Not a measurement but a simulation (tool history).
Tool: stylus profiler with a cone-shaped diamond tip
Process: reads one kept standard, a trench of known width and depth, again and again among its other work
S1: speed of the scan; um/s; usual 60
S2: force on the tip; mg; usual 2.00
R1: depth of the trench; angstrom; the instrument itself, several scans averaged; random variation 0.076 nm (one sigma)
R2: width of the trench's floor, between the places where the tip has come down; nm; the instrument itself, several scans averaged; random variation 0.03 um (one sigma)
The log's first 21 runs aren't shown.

-- hour=1893.2 height scale calibrated on a step standard
run 22 hour=1986.0 | S1=60 S2=2.00 | R1=1012.3 R2=48350
run 23 hour=2045.0 | S1=60 S2=1.97 | R1=1013.2 R2=48280
run 24 hour=2157.7 | S1=132 S2=5.20 | R1=1017.4 R2=48250
run 25 hour=2229.7 | S1=150 S2=2.00 | R1=1013.7 R2=48120
-- hour=2318.4 height scale calibrated on a step standard, once more
run 26 hour=2343.1 | S1=30 S2=2.00 | R1=1005.9 R2=48370
run 27 hour=2463.4 | S1=191 S2=5.64 | R1=1011.7 R2=48160
run 28 hour=2558.1 | S1=191 S2=5.64 | R1=1013.0 R2=48170
run 29 hour=2621.7 | S1=118 S2=2.34 | R1=1006.7 R2=48170
run 30 hour=2704.8 | S1=72 S2=0.75 | R1=1004.4 R2=48100
run 31 hour=2766.2 | S1=16 S2=3.58 | R1=1009.9 R2=48390
run 32 hour=2843.2 | S1=25 S2=1.63 | R1=1006.9 R2=48310
run 33 hour=2915.1 | S1=45 S2=1.29 | R1=1006.3 R2=48190
run 34 hour=2980.7 | S1=45 S2=1.29 | R1=1005.1 R2=48210
run 35 hour=3087.1 | S1=45 S2=1.29 | R1=1007.3 R2=48230
run 36 hour=3217.0 | S1=67 S2=4.10 | R1=1011.2 R2=48210
run 37 hour=3320.7 | S1=25 S2=0.72 | R1=1005.2 R2=48250
run 38 hour=3376.8 | S1=25 S2=0.72 | R1=1005.4 R2=48170
run 39 hour=3497.6 | S1=31 S2=1.63 | R1=1008.3 R2=48210
run 40 hour=3569.9 | S1=31 S2=1.63 | R1=1008.0 R2=48170
run 41 hour=3700.5 | S1=233 S2=2.55 | R1=1009.4 R2=47850
run 42 hour=3806.3 | S1=67 S2=3.84 | R1=1012.8 R2=48160
run 43 hour=3881.9 | S1=50 S2=1.75 | R1=1008.8 R2=48130
run 44 hour=3960.3 | S1=16 S2=1.26 | R1=1008.2 R2=48180
run 45 hour=4082.7 | S1=32 S2=2.58 | R1=1010.1 R2=48190

Forecast each of these 5 alternatives for the next run:
run A hour=4159.5 | S1=51 S2=2.58 | R1=? R2=?
run B hour=4159.5 | S1=23 S2=3.11 | R1=? R2=?
run C hour=4159.5 | S1=65 S2=4.82 | R1=? R2=?
run D hour=4159.5 | S1=229 S2=0.67 | R1=? R2=?
run E hour=4159.5 | S1=68 S2=0.70 | R1=? R2=?

run=A R1=1011.2 R2=48080
run=B R1=1012.3 R2=48210
run=C R1=1014.5 R2=48110
run=D R1=1006.8 R2=47380
run=E R1=1006.7 R2=47960
Without the tool's hidden state the same runs would have given:
run=A R1=1008.0 R2=48610
run=B R1=1009.1 R2=48730
run=C R1=1011.3 R2=48640
run=D R1=1003.7 R2=47900
run=E R1=1003.5 R2=48480
